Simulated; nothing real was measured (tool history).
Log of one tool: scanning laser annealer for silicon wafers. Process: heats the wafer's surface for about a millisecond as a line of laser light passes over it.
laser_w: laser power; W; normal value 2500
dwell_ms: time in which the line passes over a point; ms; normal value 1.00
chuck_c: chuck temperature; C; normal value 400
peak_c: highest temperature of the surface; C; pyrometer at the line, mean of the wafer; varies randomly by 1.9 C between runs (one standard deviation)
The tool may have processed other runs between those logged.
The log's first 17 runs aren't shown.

run	hour	laser_w	dwell_ms	chuck_c	peak_c
18	483.5	2500	1.00	400	1171
19	500.8	2500	1.00	425	1197
20	528.8	2500	1.00	413	1184
21	563.3	2500	1.00	413	1184
22	581.2	2500	1.00	413	1182
23	617.9	2304	1.00	400	1093
24	638.0	2304	1.00	400	1093
25	677.5	2202	0.96	382	1022
26	706.7	2258	0.96	382	1043
27	738.3	2258	0.96	382	1041
28	759.1	2500	0.96	440	1187
29	780.2	2588	0.93	416	1185
30	818.3	2418	0.83	392	1062
# hour 836.1: optics aligned, line set to its width
31	853.6	2418	0.83	392	1063
32	891.8	2722	1.09	431	1309
33	916.7	2722	1.09	431	1309
34	954.7	2132	0.87	431	1017
35	986.5	2404	0.87	431	1107
36	1024.6	2336	1.00	370	1067
37	1054.9	2500	1.17	400	1213
38	1087.3	2500	1.17	400	1209
39	1122.2	2483	1.23	400	1218
40	1143.1	2480	1.12	400	1180
41	1172.0	2149	1.05	408	1045
42	1198.0	2191	0.83	396	979

Each row is a separate what-if for the run after 42, all from the same tool condition, not one after another. Results?
A	1223.7	2451	1.00	400	?
B	1223.7	2488	0.72	396	?
C	1223.7	2500	1.00	406	?

run	peak_c
A	1128
B	1032
C	1152
Had the tool no hidden state, the same runs would have come out as:
run	peak_c
A	1167
B	1067
C	1192
